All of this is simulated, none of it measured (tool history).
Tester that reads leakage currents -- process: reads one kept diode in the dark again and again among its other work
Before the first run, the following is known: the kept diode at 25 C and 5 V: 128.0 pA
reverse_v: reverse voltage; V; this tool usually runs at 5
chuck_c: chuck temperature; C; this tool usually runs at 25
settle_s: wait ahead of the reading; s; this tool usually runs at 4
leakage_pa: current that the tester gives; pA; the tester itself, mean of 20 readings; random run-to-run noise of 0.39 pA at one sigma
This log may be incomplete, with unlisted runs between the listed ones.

run    hour  reverse_v  chuck_c  settle_s  leakage_pa
  1       0          5       25         4      144.32
  2    74.9      19.47       25         4      308.05
  3   125.9          5       25         4      145.85
  4     229          5       25         4      146.18
      257.9  -- chuck's temperature calibrated
  5   292.6          5       25         4      158.49
  6   379.6       2.08       25         4       99.31
  7   478.2       2.08       25         4       99.11
  8   581.9       2.08       25         4       99.76
  9   651.7       2.08       25         4      100.15
 10   721.6       2.08       25         4      100.57
      780.2  -- chuck's temperature calibrated, once more
 11   797.3       2.08       25         4       80.27
 12   895.3       2.08       25         4       80.73
 13   957.8       2.08       25         4       80.45
 14  1048.9       2.08       25         4        81.5
 15  1142.2          5       38         4      364.48
 16  1235.5          5       38         4      367.89
 17  1345.5          5       38      0.52      371.03
 18  1406.6          5       38      0.52      370.01
 19  1525.1          5       38      0.52      372.45
 20  1620.4       1.47       49      1.21      423.99
 21  1697.8       1.47       49      1.21      421.93
 22  1752.9       1.93       36         4      190.51
 23  1838.4       1.93       36         4      192.23
 24  1914.5       5.98       38      2.13      415.35
 25  2014.5       3.17       30      0.41      162.09
 26  2068.1      19.04       25      0.78      302.66
 27  2176.4      11.81       22         4      180.04
 28  2261.5      11.81       22         4      181.19
 29  2382.4      11.81       22         4      182.75
 30  2459.6      11.81       22         4      183.18
 31  2564.7       2.24       21         4       66.04
 32  2684.6       1.37       36      7.05      163.75
 33  2739.1          5       34      0.59      292.08
 34  2826.6          5       34      0.59      291.95
 35  2925.6          5       34      0.59      294.75
 36  3037.5          5       34      0.59       294.8
 37  3121.9          5       44         4      612.39

Branching from run 37: 4 alternative next runs. What would each branch give?
  A  3237.2          5       25      3.12           ?
  B  3237.2       5.17       44      0.37           ?
  C  3237.2       4.11       44      8.43           ?
  D  3237.2      14.58       44      1.95           ?

run  leakage_pa
  A      148.49
  B      632.55
  C      555.42
  D      1110.2
The same runs, with their run-to-run variation unchanged, on a tool lacking any hidden condition would have given:
run  leakage_pa
  A      128.44
  B      570.61
  C      501.26
  D      995.33

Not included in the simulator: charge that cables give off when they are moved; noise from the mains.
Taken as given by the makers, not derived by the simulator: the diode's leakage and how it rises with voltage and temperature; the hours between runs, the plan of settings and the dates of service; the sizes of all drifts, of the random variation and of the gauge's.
